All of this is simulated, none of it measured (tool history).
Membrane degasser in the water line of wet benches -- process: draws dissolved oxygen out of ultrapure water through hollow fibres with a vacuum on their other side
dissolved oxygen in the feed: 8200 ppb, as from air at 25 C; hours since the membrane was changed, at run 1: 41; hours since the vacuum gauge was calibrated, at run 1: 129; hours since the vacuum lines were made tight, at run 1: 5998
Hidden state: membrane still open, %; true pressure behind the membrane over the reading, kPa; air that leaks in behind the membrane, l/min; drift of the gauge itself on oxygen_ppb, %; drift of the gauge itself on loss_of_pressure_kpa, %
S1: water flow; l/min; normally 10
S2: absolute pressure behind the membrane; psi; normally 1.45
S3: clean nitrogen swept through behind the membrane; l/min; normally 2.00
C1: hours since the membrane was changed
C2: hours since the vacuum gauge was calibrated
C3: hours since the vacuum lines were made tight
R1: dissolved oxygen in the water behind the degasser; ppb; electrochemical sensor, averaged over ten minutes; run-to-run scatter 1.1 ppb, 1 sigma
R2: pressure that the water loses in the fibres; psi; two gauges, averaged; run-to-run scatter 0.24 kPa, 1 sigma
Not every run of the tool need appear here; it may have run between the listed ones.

run,hour,S1,S2,S3,C1,C2,C3,R1,R2
1,0.0,10,1.45,2.00,41,129,5998,107.9,8.808
2,37.7,10,1.45,2.00,79,167,6036,109.4,8.786
3,86.6,10,1.45,3.07,128,215,6085,79.4,8.769
4,141.2,10,1.45,3.07,182,270,6140,82.1,8.834
5,166.3,10,1.45,3.07,208,295,6165,78.9,8.852
6,192.5,10,1.45,0.84,234,321,6191,216.4,8.795
7,244.5,10,1.45,0.84,286,373,6243,217.8,8.820
8,297.3,10,1.45,1.07,338,426,6296,176.6,8.802
9,331.7,10,1.45,2.67,373,461,6330,89.1,8.849
10,378.3,10,1.45,2.67,419,507,6377,88.4,8.833
11,405.5,10,1.45,2.67,447,534,6404,88.9,8.760
12,454.1,8,1.87,1.28,495,583,6452,168.2,7.076
13,477.7,8,1.87,1.28,519,607,6476,163.3,7.062
14,532.6,8,1.87,1.28,574,662,6531,163.7,7.059
15,579.5,7,0.97,2.38,621,708,6578,38.9,6.203
16,604.6,7,0.97,2.38,646,733,6603,38.7,6.187
17,638.3,10,1.45,2.08,679,767,6637,109.1,8.920
18,685.7,10,1.45,2.08,727,815,6684,108.4,8.844
19,729.5,10,1.45,2.08,771,858,6728,107.8,8.839
20,776.6,8,3.07,1.58,818,905,6775,247.8,7.168
21,825.8,8,2.29,1.82,867,955,6824,154.7,7.121

Here are 5 independent what-if runs from the current tool condition. What would each one return?
A,877.0,13,1.77,2.36,918,1006,6875,?,?
B,877.0,11,2.29,3.05,918,1006,6875,?,?
C,877.0,8,2.29,2.35,918,1006,6875,?,?
D,877.0,6,2.29,1.82,918,1006,6875,?,?
E,877.0,15,3.44,2.86,918,1006,6875,?,?

run,R1,R2
A,161.8,11.532
B,143.8,9.726
C,125.2,7.152
D,115.6,5.368
E,314.3,13.299
With no hidden state in the tool, these same runs would have given:
run,R1,R2
A,156.5,11.470
B,138.6,9.673
C,119.2,7.113
D,108.5,5.339
E,306.1,13.225
